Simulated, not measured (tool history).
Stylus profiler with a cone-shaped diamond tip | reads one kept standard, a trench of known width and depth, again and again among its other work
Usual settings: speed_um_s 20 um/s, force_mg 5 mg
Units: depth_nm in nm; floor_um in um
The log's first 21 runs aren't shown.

run,hour,speed_um_s,force_mg,depth_nm,floor_um
22,279.8,6,5,514.26,15.6
23,296.9,24,5,514.33,15.54
24,307.9,24,1.97,507.62,15.47
25,328.3,24,1.97,507.51,15.44
26,348,7,14.19,528.01,15.59
27,361,25,2.44,508.87,15.47
28,378.5,48,6.85,517.29,15.49
29,395.6,62,1.71,506.79,15.2
30,406.4,79,5.98,515.85,15.33
31,426,45,11.42,524.35,15.49
32,446.7,45,11.42,524.44,15.51

Run 33 comes next. What will it give?
33,462.8,15,1.83,?,?

Run 33 gave depth_nm 507.05 nm, floor_um 15.53 um.
Without the tool's hidden state the same run would have given depth_nm 507.06 nm, floor_um 15.54 um.

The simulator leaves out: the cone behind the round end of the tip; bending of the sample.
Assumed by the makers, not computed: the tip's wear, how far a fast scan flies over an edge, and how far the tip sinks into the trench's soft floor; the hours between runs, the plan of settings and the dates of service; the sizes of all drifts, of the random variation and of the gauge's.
